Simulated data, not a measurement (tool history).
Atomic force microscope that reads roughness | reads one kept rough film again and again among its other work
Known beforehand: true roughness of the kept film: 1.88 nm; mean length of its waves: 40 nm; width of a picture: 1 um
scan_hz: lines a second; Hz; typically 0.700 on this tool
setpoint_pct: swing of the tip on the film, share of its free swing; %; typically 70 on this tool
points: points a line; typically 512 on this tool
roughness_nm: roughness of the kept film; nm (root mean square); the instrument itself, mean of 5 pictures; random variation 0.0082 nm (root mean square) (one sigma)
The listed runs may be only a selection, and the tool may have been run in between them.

Run 1, hour 0.0: usual settings. Result: roughness_nm 1.786 nm (root mean square).
Run 2, hour 48.2: usual settings but setpoint_pct 80 %. Result: roughness_nm 1.754 nm (root mean square).
Run 3, hour 103.4: usual settings but setpoint_pct 80 %. Result: roughness_nm 1.744 nm (root mean square).
Run 4, hour 162.8: usual settings but setpoint_pct 80 %. Result: roughness_nm 1.758 nm (root mean square).
Run 5, hour 210.5: usual settings. Result: roughness_nm 1.783 nm (root mean square).
Run 6, hour 246.9: usual settings. Result: roughness_nm 1.790 nm (root mean square).
Run 7, hour 293.6: usual settings. Result: roughness_nm 1.789 nm (root mean square).
Run 8, hour 324.3: usual settings. Result: roughness_nm 1.782 nm (root mean square).
Run 9, hour 364.5: usual settings but points 400. Result: roughness_nm 1.774 nm (root mean square).
Run 10, hour 416.4: usual settings but setpoint_pct 55 %. Result: roughness_nm 1.817 nm (root mean square).
Run 11, hour 474.6: usual settings but scan_hz 0.649 Hz, points 276. Result: roughness_nm 1.770 nm (root mean square).
Run 12, hour 509.7: usual settings but scan_hz 0.879 Hz, points 276. Result: roughness_nm 1.765 nm (root mean square).
Run 13, hour 547.3: usual settings but setpoint_pct 55 %, points 277. Result: roughness_nm 1.790 nm (root mean square).
Run 14, hour 597.0: usual settings but scan_hz 3.188 Hz, setpoint_pct 55 %, points 584. Result: roughness_nm 1.751 nm (root mean square).
Run 15, hour 638.2: usual settings but scan_hz 3.188 Hz, setpoint_pct 55 %, points 584. Result: roughness_nm 1.762 nm (root mean square).
Run 16, hour 692.0: usual settings but setpoint_pct 66 %. Result: roughness_nm 1.779 nm (root mean square).
Run 17, hour 716.7: usual settings but setpoint_pct 66 %, points 755. Result: roughness_nm 1.787 nm (root mean square).
Run 18, hour 764.1: usual settings but scan_hz 0.857 Hz, points 852. Result: roughness_nm 1.768 nm (root mean square).
Run 19, hour 817.9: usual settings but scan_hz 0.857 Hz, points 852. Result: roughness_nm 1.774 nm (root mean square).
Run 20, hour 852.5: usual settings but scan_hz 1.891 Hz, points 314. Result: roughness_nm 1.730 nm (root mean square).

Put back what was entered between runs (13 entries, withheld): which listed runs does each sit between, and how does the hidden state differ from the listed run before to the listed run after?
Run 1 -> run 2: height scale calibrated on a step standard (hour 21.5); new tip fitted (hour 48.2)
  radius of the tip, nm: 7.1 -> 7; height scale over the true one, %: -0.02 -> 0
Run 3 -> run 4: new tip fitted (hour 122.3)
  radius of the tip, nm: 7.3 -> 7.2
Run 4 -> run 5: new tip fitted (hour 197.6)
  radius of the tip, nm: 7.2 -> 7.1
Run 6 -> run 7: new tip fitted (hour 269.2)
  radius of the tip, nm: 7.3 -> 7.2
Run 8 -> run 9: new tip fitted (hour 342.1)
  radius of the tip, nm: 7.3 -> 7.2
Run 9 -> run 10: new tip fitted (hour 412.6)
  radius of the tip, nm: 7.2 -> 7
Run 11 -> run 12: new tip fitted (hour 484.9)
  radius of the tip, nm: 7.4 -> 7.2
Run 13 -> run 14: new tip fitted (hour 556.4)
  radius of the tip, nm: 7.4 -> 7.2
Run 14 -> run 15: new tip fitted (hour 629.2)
  radius of the tip, nm: 7.2 -> 7.1
Run 16 -> run 17: new tip fitted (hour 701.3)
  radius of the tip, nm: 7.4 -> 7.1
Run 18 -> run 19: new tip fitted (hour 773.5)
  radius of the tip, nm: 7.4 -> 7.3
Run 19 -> run 20: new tip fitted (hour 845.6)
  radius of the tip, nm: 7.3 -> 7
